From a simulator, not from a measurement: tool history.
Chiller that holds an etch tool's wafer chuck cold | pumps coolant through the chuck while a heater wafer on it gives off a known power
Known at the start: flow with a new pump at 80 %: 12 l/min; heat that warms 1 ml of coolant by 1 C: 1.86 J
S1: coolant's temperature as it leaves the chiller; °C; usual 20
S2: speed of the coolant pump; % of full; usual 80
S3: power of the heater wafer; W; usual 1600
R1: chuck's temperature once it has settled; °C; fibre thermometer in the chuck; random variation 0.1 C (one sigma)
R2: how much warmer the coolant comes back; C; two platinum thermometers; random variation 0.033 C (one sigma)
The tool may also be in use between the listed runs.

run 1 hour=0 | S1=20 S2=80 S3=1600 | R1=40.7 R2=4.79
run 2 hour=92.4 | S1=20 S2=80 S3=1023 | R1=33.6 R2=3.04
run 3 hour=173.2 | S1=20 S2=80 S3=1023 | R1=33.6 R2=3.03
run 4 hour=247.5 | S1=16 S2=80 S3=1600 | R1=37.1 R2=4.82
run 5 hour=354.4 | S1=16 S2=80 S3=1600 | R1=37.2 R2=4.75
run 6 hour=406.9 | S1=20 S2=80 S3=1183 | R1=35.6 R2=3.57
run 7 hour=454.6 | S1=20 S2=80 S3=805 | R1=30.8 R2=2.38
run 8 hour=512.2 | S1=20 S2=80 S3=805 | R1=31 R2=2.41
run 9 hour=600.5 | S1=20 S2=80 S3=805 | R1=30.9 R2=2.42
run 10 hour=701.8 | S1=20 S2=80 S3=805 | R1=30.9 R2=2.41
run 11 hour=791.5 | S1=20 S2=80 S3=805 | R1=31.1 R2=2.5
run 12 hour=866.9 | S1=20 S2=80 S3=1902 | R1=45.9 R2=5.78
run 13 hour=970.6 | S1=20 S2=80 S3=1902 | R1=46 R2=5.75
run 14 hour=1048.9 | S1=20 S2=80 S3=1600 | R1=42.1 R2=4.93
run 15 hour=1154.4 | S1=20 S2=80 S3=1600 | R1=42.1 R2=4.93
run 16 hour=1216.9 | S1=20 S2=80 S3=1600 | R1=42.2 R2=4.9
run 17 hour=1303.5 | S1=20 S2=80 S3=1600 | R1=42.2 R2=4.93
run 18 hour=1373.3 | S1=20 S2=94 S3=1600 | R1=39.5 R2=4.27
run 19 hour=1434.3 | S1=20 S2=94 S3=1600 | R1=39.7 R2=4.23
run 20 hour=1532.5 | S1=21 S2=96 S3=1828 | R1=43.1 R2=4.7
run 21 hour=1608.9 | S1=21 S2=96 S3=1828 | R1=43.2 R2=4.76
run 22 hour=1707.6 | S1=13 S2=67 S3=1133 | R1=31.8 R2=4.17
run 23 hour=1804.4 | S1=13 S2=67 S3=1133 | R1=32 R2=4.22
run 24 hour=1911.4 | S1=13 S2=67 S3=1133 | R1=32.1 R2=4.17
run 25 hour=2024.9 | S1=20 S2=86 S3=854 | R1=31.9 R2=2.49
run 26 hour=2094 | S1=20 S2=86 S3=854 | R1=31.6 R2=2.48
-- hour=2164.1 coolant changed, channels flushed
run 27 hour=2164.1 | S1=20 S2=86 S3=854 | R1=30.5 R2=2.44
run 28 hour=2265.6 | S1=14 S2=79 S3=1419 | R1=32.5 R2=4.52
run 29 hour=2347.1 | S1=14 S2=76 S3=1753 | R1=37.6 R2=5.84
run 30 hour=2419.5 | S1=15 S2=76 S3=940 | R1=27.9 R2=3.12
run 31 hour=2494.8 | S1=20 S2=61 S3=1600 | R1=46.3 R2=6.6

Forecast each of these 5 alternatives for the next run:
run A hour=2551 | S1=20 S2=79 S3=1249 | R1=? R2=?
run B hour=2551 | S1=27 S2=80 S3=1837 | R1=? R2=?
run C hour=2551 | S1=17 S2=82 S3=1600 | R1=? R2=?
run D hour=2551 | S1=12 S2=96 S3=1600 | R1=? R2=?
run E hour=2551 | S1=16 S2=68 S3=1314 | R1=? R2=?

run=A R1=36.6 R2=4.02
run=B R1=50.8 R2=5.82
run=C R1=37.3 R2=5.02
run=D R1=29.8 R2=4.36
run=E R1=35.7 R2=4.96
Without the tool's hidden state the same runs would have given:
run=A R1=33.9 R2=3.4
run=B R1=47 R2=4.93
run=C R1=34 R2=4.26
run=D R1=26.9 R2=3.7
run=E R1=32.5 R2=4.22
